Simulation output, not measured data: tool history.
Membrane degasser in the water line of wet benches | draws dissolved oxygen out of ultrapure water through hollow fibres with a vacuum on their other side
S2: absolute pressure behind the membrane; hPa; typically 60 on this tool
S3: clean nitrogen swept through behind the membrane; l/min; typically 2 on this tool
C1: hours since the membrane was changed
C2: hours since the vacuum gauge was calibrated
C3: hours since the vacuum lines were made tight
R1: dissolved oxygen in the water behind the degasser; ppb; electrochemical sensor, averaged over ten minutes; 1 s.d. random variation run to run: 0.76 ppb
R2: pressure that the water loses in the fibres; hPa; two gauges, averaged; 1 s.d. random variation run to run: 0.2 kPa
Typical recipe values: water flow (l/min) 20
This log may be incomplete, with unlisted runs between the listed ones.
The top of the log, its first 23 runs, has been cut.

{"run": 24, "day": 54.25, "water flow (l/min)": 27, "S2": 61.8, "S3": 3.49, "C1": 3536, "C2": 2619, "C3": 12444, "R1": 85.5, "R2": 609.7}
{"run": 25, "day": 56.429, "water flow (l/min)": 15, "S2": 60, "S3": 1.3, "C1": 3588, "C2": 2671, "C3": 12496, "R1": 80, "R2": 339.6}
{"run": 26, "day": 59.521, "water flow (l/min)": 21, "S2": 60, "S3": 4.5, "C1": 3663, "C2": 2746, "C3": 12570, "R1": 39.8, "R2": 475.5}
{"run": 27, "day": 61.475, "water flow (l/min)": 25, "S2": 61.7, "S3": 0.93, "C1": 3709, "C2": 2793, "C3": 12617, "R1": 193.3, "R2": 563.1}
{"run": 28, "day": 63.642, "water flow (l/min)": 20, "S2": 122.5, "S3": 2, "C1": 3761, "C2": 2845, "C3": 12669, "R1": 225.1, "R2": 449.7}
{"run": 29, "day": 66.508, "water flow (l/min)": 14, "S2": 87.2, "S3": 2, "C1": 3830, "C2": 2913, "C3": 12738, "R1": 100, "R2": 312.7}
{"run": 30, "day": 69.3, "water flow (l/min)": 14, "S2": 87.2, "S3": 2, "C1": 3897, "C2": 2980, "C3": 12805, "R1": 98.1, "R2": 313.7}
{"run": 31, "day": 72.417, "water flow (l/min)": 14, "S2": 87.2, "S3": 2, "C1": 3972, "C2": 3055, "C3": 12880, "R1": 99, "R2": 318}
{"run": 32, "day": 74.079, "water flow (l/min)": 16, "S2": 36.9, "S3": 2.58, "C1": 4012, "C2": 3095, "C3": 12920, "R1": 10.3, "R2": 360.8}

Each row is a separate what-if for the run after 32, all from the same tool condition, not one after another. Results?
{"run": "A", "day": 76.446, "water flow (l/min)": 15, "S2": 36.9, "S3": 2.61, "C1": 4069, "C2": 3152, "C3": 12977, "R1": "?", "R2": "?"}
{"run": "B", "day": 76.446, "water flow (l/min)": 25, "S2": 69.9, "S3": 3.76, "C1": 4069, "C2": 3152, "C3": 12977, "R1": "?", "R2": "?"}
{"run": "C", "day": 76.446, "water flow (l/min)": 28, "S2": 48.5, "S3": 2.58, "C1": 4069, "C2": 3152, "C3": 12977, "R1": "?", "R2": "?"}
{"run": "D", "day": 76.446, "water flow (l/min)": 15, "S2": 60, "S3": 2, "C1": 4069, "C2": 3152, "C3": 12977, "R1": "?", "R2": "?"}

run=A R1=9.3 R2=336.7
run=B R1=81.1 R2=558.3
run=C R1=78.5 R2=634.6
run=D R1=55.1 R2=335.9
Stripped of hidden state, with their random variation kept, the same runs would have yielded:
run=A R1=7.2 R2=332.5
run=B R1=76.5 R2=551.4
run=C R1=72.5 R2=626.8
run=D R1=50.9 R2=331.8
